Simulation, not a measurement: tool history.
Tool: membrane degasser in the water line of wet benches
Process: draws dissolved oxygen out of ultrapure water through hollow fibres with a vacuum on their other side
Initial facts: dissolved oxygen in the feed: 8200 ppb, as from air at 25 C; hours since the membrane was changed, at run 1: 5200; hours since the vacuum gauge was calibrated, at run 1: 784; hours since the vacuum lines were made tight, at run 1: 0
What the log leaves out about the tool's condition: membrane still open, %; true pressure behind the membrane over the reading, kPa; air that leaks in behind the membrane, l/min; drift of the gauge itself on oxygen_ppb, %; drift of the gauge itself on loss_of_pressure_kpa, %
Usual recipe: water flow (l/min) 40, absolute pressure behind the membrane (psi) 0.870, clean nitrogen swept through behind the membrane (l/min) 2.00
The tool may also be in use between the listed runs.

run    hour  water flow (l/min)  absolute pressure behind the membrane (psi)  clean nitrogen swept through behind the membrane (l/min)  hours since the membrane was changed  hours since the vacuum gauge was calibrated  hours since the vacuum lines were made tight  dissolved oxygen in the water behind the degasser (ppb)  pressure that the water loses in the fibres (psi)
  1     0.0                  40                                        0.870                                                      2.00                                  5200                                          784                                             0                                                    141.5                                              4.535
  2    81.1                  40                                        0.870                                                      2.00                                  5281                                          865                                            81                                                    139.8                                              4.553
  3   248.3                  40                                        0.870                                                      1.59                                  5448                                         1032                                           248                                                    170.1                                              4.563
  4   415.2                  40                                        0.870                                                      1.59                                  5615                                         1199                                           415                                                    170.5                                              4.544
  5   571.2                  40                                        0.870                                                      1.59                                  5771                                         1355                                           571                                                    168.4                                              4.540
  6   686.6                  40                                        0.870                                                      3.96                                  5887                                         1471                                           687                                                     86.2                                              4.485
  7   815.2                  52                                        0.870                                                      2.00                                  6015                                         1599                                           815                                                    207.0                                              5.904
  8   937.9                  52                                        0.870                                                      2.00                                  6138                                         1722                                           938                                                    204.7                                              5.812
  9  1108.6                  52                                        0.870                                                      2.00                                  6309                                         1893                                          1109                                                    202.9                                              5.854
 10  1269.8                  52                                        0.870                                                      2.00                                  6470                                         2054                                          1270                                                    205.6                                              5.858
 11  1420.8                  52                                        0.870                                                      2.00                                  6621                                         2205                                          1421                                                    204.1                                              5.791
 12  1556.2                  45                                        0.870                                                      2.00                                  6756                                         2340                                          1556                                                    166.2                                              5.007
 13  1665.6                  53                                        0.870                                                      3.60                                  6866                                         2450                                          1666                                                    146.1                                              5.948
 14  1823.8                  40                                        1.572                                                      1.13                                  7024                                         2608                                          1824                                                    549.0                                              4.419
 15  1906.7                  37                                        0.885                                                      1.14                                  7107                                         2691                                          1907                                                    204.3                                              4.099
 16  2026.5                  37                                        0.885                                                      1.14                                  7227                                         2811                                          2027                                                    207.9                                              4.132
     2039.1  -- gauge calibrated
 17  2124.6                  37                                        0.885                                                      1.14                                  7325                                         2909                                          2125                                                    203.1                                              4.176
 18  2225.2                  37                                        0.885                                                      1.14                                  7425                                         3009                                          2225                                                    205.3                                              4.212
 19  2351.9                  31                                        1.945                                                      1.62                                  7552                                         3136                                          2352                                                    422.1                                              3.564
 20  2458.6                  27                                        1.125                                                      0.98                                  7659                                         3243                                          2459                                                    264.1                                              3.068
 21  2547.1                  55                                        0.669                                                      0.98                                  7747                                         3331                                          2547                                                    199.8                                              6.208

Each row is a separate what-if for the run after 21, all from the same tool condition, not one after another. Results?
     2695.2  -- vacuum gauge calibrated
  A  2723.1                  29                                        0.883                                                      0.81                                  7923                                           28                                          2723                                                        ?                                                  ?
     2695.2  -- vacuum gauge calibrated
  B  2723.1                  56                                        0.920                                                      1.54                                  7923                                           28                                          2723                                                        ?                                                  ?
     2695.2  -- vacuum gauge calibrated
  C  2723.1                  30                                        0.918                                                      2.15                                  7923                                           28                                          2723                                                        ?                                                  ?

run  dissolved oxygen in the water behind the degasser (ppb)  pressure that the water loses in the fibres (psi)
  A                                                    213.8                                              3.294
  B                                                    288.8                                              6.318
  C                                                    106.0                                              3.458
With no hidden state in the tool, these same runs would have given:
run  dissolved oxygen in the water behind the degasser (ppb)  pressure that the water loses in the fibres (psi)
  A                                                    213.8                                              3.326
  B                                                    288.6                                              6.379
  C                                                    106.0                                              3.491
